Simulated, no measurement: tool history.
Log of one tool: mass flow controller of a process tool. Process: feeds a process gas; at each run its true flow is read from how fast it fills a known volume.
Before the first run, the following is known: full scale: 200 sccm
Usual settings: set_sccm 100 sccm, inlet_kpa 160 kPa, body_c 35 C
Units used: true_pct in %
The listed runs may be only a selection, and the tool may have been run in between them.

run 1 hour=0 | set_sccm=100 inlet_kpa=160 body_c=35 | true_pct=101.82
run 2 hour=55.8 | set_sccm=100 inlet_kpa=160 body_c=35 | true_pct=101.79
run 3 hour=154.5 | set_sccm=100 inlet_kpa=160 body_c=20 | true_pct=101.18
run 4 hour=210.3 | set_sccm=100 inlet_kpa=160 body_c=20 | true_pct=101.14
run 5 hour=280.1 | set_sccm=34 inlet_kpa=160 body_c=35 | true_pct=103.8
run 6 hour=366.1 | set_sccm=34 inlet_kpa=160 body_c=35 | true_pct=104.05
run 7 hour=481 | set_sccm=100 inlet_kpa=160 body_c=35 | true_pct=101.91
run 8 hour=604.4 | set_sccm=100 inlet_kpa=192 body_c=35 | true_pct=102.12
run 9 hour=704.4 | set_sccm=45 inlet_kpa=160 body_c=35 | true_pct=103.43
run 10 hour=831 | set_sccm=45 inlet_kpa=160 body_c=35 | true_pct=103.57
run 11 hour=936 | set_sccm=45 inlet_kpa=173 body_c=35 | true_pct=103.67
run 12 hour=1066 | set_sccm=100 inlet_kpa=211 body_c=35 | true_pct=102.49
run 13 hour=1158.1 | set_sccm=100 inlet_kpa=211 body_c=35 | true_pct=102.63
run 14 hour=1218.8 | set_sccm=100 inlet_kpa=211 body_c=35 | true_pct=102.54
run 15 hour=1305.9 | set_sccm=100 inlet_kpa=238 body_c=35 | true_pct=102.8
run 16 hour=1403 | set_sccm=100 inlet_kpa=271 body_c=35 | true_pct=103.22
run 17 hour=1489.9 | set_sccm=100 inlet_kpa=271 body_c=35 | true_pct=103.14
run 18 hour=1600.5 | set_sccm=100 inlet_kpa=271 body_c=35 | true_pct=103.08
run 19 hour=1707 | set_sccm=27 inlet_kpa=279 body_c=34 | true_pct=106.94

Run 20, settings as shown, results not yet in. Your forecast:
run 20 hour=1807.8 | set_sccm=104 inlet_kpa=228 body_c=30 | true_pct=?

true_pct: 102.75 %
If the tool had no hidden condition, the same run with the same run-to-run variation would have returned true_pct 100.05 %.
